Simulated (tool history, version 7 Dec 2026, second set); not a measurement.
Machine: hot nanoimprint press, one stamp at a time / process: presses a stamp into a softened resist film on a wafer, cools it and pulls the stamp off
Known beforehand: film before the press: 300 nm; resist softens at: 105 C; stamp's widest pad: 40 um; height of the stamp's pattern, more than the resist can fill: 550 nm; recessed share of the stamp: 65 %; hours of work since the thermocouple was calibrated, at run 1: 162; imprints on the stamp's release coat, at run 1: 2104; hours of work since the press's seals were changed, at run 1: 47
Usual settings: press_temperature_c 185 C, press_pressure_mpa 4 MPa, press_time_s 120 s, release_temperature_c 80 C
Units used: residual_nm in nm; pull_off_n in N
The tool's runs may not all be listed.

| run | hour | press_temperature_c | press_pressure_mpa | press_time_s | release_temperature_c | hours of work since the thermocouple was calibrated | imprints on the stamp's release coat | hours of work since the press's seals were changed | residual_nm | pull_off_n |
|---|---|---|---|---|---|---|---|---|---|---|
| 1 | 0 | 185 | 4 | 120 | 80 | 162 | 2104 | 47 | 173.6 | 188 |
| 2 | 7.4 | 185 | 4 | 118 | 80 | 166 | 2130 | 51 | 173.6 | 176 |
| 3 | 19.6 | 185 | 4 | 118 | 80 | 171 | 2173 | 56 | 174.1 | 182 |
| 4 | 27.1 | 185 | 4 | 105 | 80 | 175 | 2199 | 60 | 181.7 | 189 |
| 5 | 33.8 | 185 | 4 | 105 | 80 | 178 | 2223 | 63 | 179.3 | 181 |
| 6 | 47.3 | 185 | 4 | 105 | 80 | 184 | 2270 | 69 | 180.6 | 191 |
|  | 62.6 | stamp cleaned and given a new release coat |
| 7 | 68.4 | 185 | 4 | 105 | 80 | 191 | 21 | 76 | 179.9 | 119 |
| 8 | 82.5 | 185 | 4 | 120 | 87 | 197 | 71 | 82 | 173.4 | 101 |
| 9 | 91 | 185 | 4.34 | 120 | 80 | 201 | 101 | 86 | 168.4 | 119 |
| 10 | 101.4 | 185 | 4.34 | 120 | 80 | 206 | 137 | 91 | 169.3 | 124 |
| 11 | 110.5 | 185 | 4.34 | 120 | 80 | 210 | 169 | 95 | 169.9 | 122 |
| 12 | 121.1 | 185 | 4.34 | 120 | 80 | 215 | 207 | 100 | 169.4 | 123 |
|  | 125.2 | plate thermocouple calibrated |
| 13 | 131.2 | 185 | 4.34 | 120 | 80 | 3 | 232 | 103 | 171.9 | 121 |
| 14 | 139.3 | 185 | 4.34 | 120 | 80 | 6 | 260 | 107 | 171.8 | 129 |
| 15 | 153.8 | 185 | 4.34 | 120 | 80 | 13 | 311 | 113 | 173.8 | 126 |
| 16 | 165.3 | 185 | 4.34 | 120 | 80 | 18 | 352 | 118 | 172.6 | 131 |
| 17 | 173.4 | 185 | 4.46 | 110 | 80 | 22 | 381 | 122 | 176.2 | 128 |
| 18 | 185.4 | 175 | 2.41 | 83 | 65 | 27 | 423 | 128 | 265.9 | 170 |
| 19 | 196.7 | 175 | 2.41 | 83 | 65 | 33 | 463 | 133 | 265.2 | 165 |
| 20 | 202.9 | 193 | 4 | 108 | 80 | 35 | 485 | 136 | 142.8 | 128 |
| 21 | 213.2 | 174 | 4 | 120 | 84 | 40 | 521 | 140 | 238 | 121 |
|  | 220.4 | plate thermocouple calibrated, once more |
| 22 | 225.1 | 180 | 2.81 | 152 | 82 | 2 | 553 | 144 | 205.1 | 123 |
| 23 | 233.5 | 185 | 2.65 | 130 | 80 | 6 | 582 | 148 | 190.6 | 133 |
| 24 | 240.7 | 185 | 2.65 | 130 | 80 | 9 | 607 | 151 | 190.3 | 133 |
| 25 | 249.4 | 177 | 4.04 | 120 | 69 | 13 | 638 | 155 | 215.4 | 160 |
| 26 | 262.4 | 177 | 4.04 | 120 | 69 | 19 | 684 | 161 | 214.8 | 162 |
| 27 | 277.1 | 177 | 4.04 | 120 | 69 | 26 | 736 | 168 | 213.4 | 161 |
| 28 | 290.4 | 177 | 4.04 | 120 | 69 | 32 | 783 | 174 | 214.9 | 166 |
| 29 | 298.1 | 177 | 4.04 | 205 | 82 | 35 | 810 | 178 | 184.6 | 132 |

Results per run with the tool's hidden condition removed, run-to-run variation unchanged:
Hidden state present: true temperature over the reading, C; pressure that arrives at the usual setting, %; grip of the stamp's worn release coat, % over a new coat's; drift of the gauge itself on residual_nm, %; drift of the gauge itself on pull_off_n, %.
| run | residual_nm | pull_off_n |
|---|---|---|
| 1 | 168.9 | 119 |
| 2 | 168.9 | 110 |
| 3 | 169.2 | 113 |
| 4 | 176.7 | 118 |
| 5 | 174.3 | 112 |
| 6 | 175.4 | 117 |
| 7 | 174.5 | 116 |
| 8 | 167.8 | 97 |
| 9 | 162.7 | 114 |
| 10 | 163.5 | 118 |
| 11 | 163.9 | 115 |
| 12 | 163.3 | 115 |
| 13 | 163.5 | 112 |
| 14 | 163.3 | 118 |
| 15 | 165.1 | 114 |
| 16 | 163.8 | 118 |
| 17 | 167.3 | 114 |
| 18 | 260.6 | 150 |
| 19 | 259.9 | 144 |
| 20 | 134.9 | 111 |
| 21 | 229.4 | 103 |
| 22 | 204.3 | 108 |
| 23 | 189.7 | 116 |
| 24 | 189.3 | 115 |
| 25 | 214.1 | 137 |
| 26 | 213.4 | 138 |
| 27 | 211.8 | 135 |
| 28 | 213.1 | 139 |
| 29 | 182.6 | 110 |

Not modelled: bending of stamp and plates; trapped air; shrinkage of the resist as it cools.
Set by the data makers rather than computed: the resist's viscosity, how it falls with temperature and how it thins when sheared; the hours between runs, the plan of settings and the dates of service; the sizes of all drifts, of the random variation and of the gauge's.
